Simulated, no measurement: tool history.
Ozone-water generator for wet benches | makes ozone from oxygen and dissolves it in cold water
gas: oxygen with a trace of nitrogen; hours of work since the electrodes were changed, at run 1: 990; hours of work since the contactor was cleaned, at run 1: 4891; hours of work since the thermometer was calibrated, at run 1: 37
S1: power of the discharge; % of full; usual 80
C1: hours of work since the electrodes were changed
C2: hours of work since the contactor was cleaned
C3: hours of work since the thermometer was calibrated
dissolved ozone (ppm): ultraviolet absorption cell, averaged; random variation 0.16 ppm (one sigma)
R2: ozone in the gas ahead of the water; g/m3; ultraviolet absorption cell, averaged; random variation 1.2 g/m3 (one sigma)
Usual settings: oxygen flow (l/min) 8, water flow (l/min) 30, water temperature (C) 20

run 1 day=0 | S1=80 oxygen_flow_(l/min)=8 water_flow_(l/min)=30 water_temperature_(C)=20 | C1=990 C2=4891 C3=37 | dissolved_ozone_(ppm)=18.8 R2=203.4
run 2 day=1.521 | S1=80 oxygen_flow_(l/min)=8 water_flow_(l/min)=30 water_temperature_(C)=20 | C1=1016 C2=4917 C3=63 | dissolved_ozone_(ppm)=18.9 R2=203.7
run 3 day=2.829 | S1=80 oxygen_flow_(l/min)=8 water_flow_(l/min)=30 water_temperature_(C)=20 | C1=1039 C2=4939 C3=85 | dissolved_ozone_(ppm)=19 R2=202.2
run 4 day=4.692 | S1=80 oxygen_flow_(l/min)=8 water_flow_(l/min)=30 water_temperature_(C)=20 | C1=1070 C2=4971 C3=117 | dissolved_ozone_(ppm)=19.1 R2=201.1
run 5 day=6.442 | S1=80 oxygen_flow_(l/min)=8 water_flow_(l/min)=30 water_temperature_(C)=20 | C1=1100 C2=5001 C3=147 | dissolved_ozone_(ppm)=18.7 R2=202.2
run 6 day=7.246 | S1=74 oxygen_flow_(l/min)=8 water_flow_(l/min)=30 water_temperature_(C)=20 | C1=1114 C2=5015 C3=161 | dissolved_ozone_(ppm)=17.8 R2=190.1
run 7 day=8.762 | S1=74 oxygen_flow_(l/min)=8 water_flow_(l/min)=30 water_temperature_(C)=20 | C1=1140 C2=5041 C3=187 | dissolved_ozone_(ppm)=17.7 R2=192.1
run 8 day=10.1 | S1=74 oxygen_flow_(l/min)=8 water_flow_(l/min)=30 water_temperature_(C)=20 | C1=1163 C2=5064 C3=210 | dissolved_ozone_(ppm)=17.7 R2=191.5
run 9 day=11.042 | S1=74 oxygen_flow_(l/min)=8 water_flow_(l/min)=30 water_temperature_(C)=20 | C1=1179 C2=5080 C3=226 | dissolved_ozone_(ppm)=17.8 R2=189.9
run 10 day=12.404 | S1=80 oxygen_flow_(l/min)=8 water_flow_(l/min)=30 water_temperature_(C)=20 | C1=1202 C2=5103 C3=249 | dissolved_ozone_(ppm)=18.9 R2=201.3
run 11 day=13.188 | S1=80 oxygen_flow_(l/min)=8 water_flow_(l/min)=30 water_temperature_(C)=20 | C1=1216 C2=5117 C3=262 | dissolved_ozone_(ppm)=18.8 R2=202.5
run 12 day=14.221 | S1=56 oxygen_flow_(l/min)=8 water_flow_(l/min)=30 water_temperature_(C)=20 | C1=1233 C2=5134 C3=280 | dissolved_ozone_(ppm)=14.6 R2=155.7
run 13 day=15.308 | S1=80 oxygen_flow_(l/min)=8 water_flow_(l/min)=34 water_temperature_(C)=20 | C1=1252 C2=5153 C3=299 | dissolved_ozone_(ppm)=16.5 R2=202.6
run 14 day=16.8 | S1=80 oxygen_flow_(l/min)=7.47 water_flow_(l/min)=20 water_temperature_(C)=20 | C1=1278 C2=5178 C3=324 | dissolved_ozone_(ppm)=25.7 R2=209.9
run 15 day=18.538 | S1=80 oxygen_flow_(l/min)=7.47 water_flow_(l/min)=20 water_temperature_(C)=20 | C1=1307 C2=5208 C3=354 | dissolved_ozone_(ppm)=25.6 R2=209.1
run 16 day=19.883 | S1=90 oxygen_flow_(l/min)=7.47 water_flow_(l/min)=25 water_temperature_(C)=20 | C1=1330 C2=5231 C3=377 | dissolved_ozone_(ppm)=23.6 R2=227.3
run 17 day=21.738 | S1=47 oxygen_flow_(l/min)=12.89 water_flow_(l/min)=30 water_temperature_(C)=17 | C1=1362 C2=5263 C3=409 | dissolved_ozone_(ppm)=12.8 R2=103.5
run 18 day=23.108 | S1=46 oxygen_flow_(l/min)=4.23 water_flow_(l/min)=42 water_temperature_(C)=14 | C1=1385 C2=5286 C3=432 | dissolved_ozone_(ppm)=9.4 R2=200.4
run 19 day=24.608 | S1=46 oxygen_flow_(l/min)=4.23 water_flow_(l/min)=42 water_temperature_(C)=14 | C1=1411 C2=5312 C3=458 | dissolved_ozone_(ppm)=9.2 R2=198.3
run 20 day=26.217 | S1=55 oxygen_flow_(l/min)=5.4 water_flow_(l/min)=21 water_temperature_(C)=28 | C1=1439 C2=5339 C3=485 | dissolved_ozone_(ppm)=17.3 R2=194.3
run 21 day=27.096 | S1=55 oxygen_flow_(l/min)=5.4 water_flow_(l/min)=21 water_temperature_(C)=28 | C1=1454 C2=5354 C3=500 | dissolved_ozone_(ppm)=17.2 R2=193.7
run 22 day=28.421 | S1=42 oxygen_flow_(l/min)=8 water_flow_(l/min)=30 water_temperature_(C)=20 | C1=1476 C2=5377 C3=523 | dissolved_ozone_(ppm)=11.8 R2=126.5
run 23 day=29.754 | S1=44 oxygen_flow_(l/min)=4.21 water_flow_(l/min)=23 water_temperature_(C)=13 | C1=1499 C2=5400 C3=546 | dissolved_ozone_(ppm)=16.6 R2=191.5
run 24 day=30.954 | S1=44 oxygen_flow_(l/min)=4.21 water_flow_(l/min)=23 water_temperature_(C)=13 | C1=1520 C2=5420 C3=566 | dissolved_ozone_(ppm)=16.7 R2=193
run 25 day=32.762 | S1=66 oxygen_flow_(l/min)=8 water_flow_(l/min)=30 water_temperature_(C)=19 | C1=1551 C2=5451 C3=597 | dissolved_ozone_(ppm)=16.4 R2=173.7
run 26 day=34.596 | S1=98 oxygen_flow_(l/min)=8 water_flow_(l/min)=30 water_temperature_(C)=19 | C1=1582 C2=5483 C3=629 | dissolved_ozone_(ppm)=21.7 R2=230.7

5 ways to go on from here, each from the tool as it stands after run 26. What would each give?
run A day=35.808 | S1=80 oxygen_flow_(l/min)=5.29 water_flow_(l/min)=30 water_temperature_(C)=20 | C1=1603 C2=5503 C3=649 | dissolved_ozone_(ppm)=? R2=?
run B day=35.808 | S1=98 oxygen_flow_(l/min)=4.2 water_flow_(l/min)=30 water_temperature_(C)=21 | C1=1603 C2=5503 C3=649 | dissolved_ozone_(ppm)=? R2=?
run C day=35.808 | S1=98 oxygen_flow_(l/min)=5.02 water_flow_(l/min)=30 water_temperature_(C)=19 | C1=1603 C2=5503 C3=649 | dissolved_ozone_(ppm)=? R2=?
run D day=35.808 | S1=54 oxygen_flow_(l/min)=8 water_flow_(l/min)=30 water_temperature_(C)=20 | C1=1603 C2=5503 C3=649 | dissolved_ozone_(ppm)=? R2=?
run E day=35.808 | S1=98 oxygen_flow_(l/min)=10.82 water_flow_(l/min)=30 water_temperature_(C)=18 | C1=1603 C2=5503 C3=649 | dissolved_ozone_(ppm)=? R2=?

run=A dissolved_ozone_(ppm)=18.7 R2=257.8
run=B dissolved_ozone_(ppm)=21 R2=336.2
run=C dissolved_ozone_(ppm)=21.6 R2=305.1
run=D dissolved_ozone_(ppm)=14.1 R2=152
run=E dissolved_ozone_(ppm)=21.2 R2=191.6
Without the tool's hidden state the same runs would have given:
run=A dissolved_ozone_(ppm)=19.9 R2=269.8
run=B dissolved_ozone_(ppm)=22.5 R2=353.9
run=C dissolved_ozone_(ppm)=23.2 R2=321.1
run=D dissolved_ozone_(ppm)=14.9 R2=157.3
run=E dissolved_ozone_(ppm)=22.7 R2=201.7

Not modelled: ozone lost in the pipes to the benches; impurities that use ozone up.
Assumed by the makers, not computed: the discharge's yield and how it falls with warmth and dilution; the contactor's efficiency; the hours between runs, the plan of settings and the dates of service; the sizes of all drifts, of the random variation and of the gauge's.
